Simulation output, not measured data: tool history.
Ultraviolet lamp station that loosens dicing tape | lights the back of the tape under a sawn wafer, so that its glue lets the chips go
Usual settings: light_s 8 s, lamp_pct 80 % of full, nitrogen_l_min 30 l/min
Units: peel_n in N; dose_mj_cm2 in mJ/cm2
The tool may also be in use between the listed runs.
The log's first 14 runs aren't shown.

run   hour  light_s  lamp_pct  nitrogen_l_min  peel_n  dose_mj_cm2
 15  120.3       10        80              30   0.724          407
 16  127.9        8        80              19   1.435          324
 17  138.0        8        80              30   1.119          327
 18  148.8        8        80              15   1.762          318
 19  161.3        8        80              15   1.681          320
 20  174.1        8        80              54   0.794          321
 21  180.1        8        80              54   0.790          317
 22  192.4        8        80              10   2.229          318
 23  201.9        8        80              10   2.252          313
 24  208.8        9        61              10   2.688          262
 25  220.7        8        83              11   2.036          324
 26  232.2        9        80              30   0.970          347
 27  242.9       10        66              21   1.503          320
 28  255.5       12        80              21   0.721          463
     257.2  -- window cleaned of glue's vapour
 29  264.4        4        80              30   3.493          139
 30  276.0       12        80              30   0.672          410
 31  286.9       12        80              30   0.707          413
     296.1  -- window cleaned of glue's vapour, once more
 32  299.1        8        65              30   1.349          286
 33  308.2        6        72              30   1.889          240
 34  318.3        6        72              30   1.845          239
 35  326.3        8        80              19   1.312          355
 36  331.6        8        80              19   1.308          353
 37  340.3        8        80              19   1.314          346

Run 38 comes next. What will it give?
 38  346.9        7        78              19       ?            ?

{"run 38": {"peel_n": 1.728, "dose_mj_cm2": 294}}
Without the tool's hidden state the same run would have given peel_n 1.406 N, dose_mj_cm2 334 mJ/cm2.
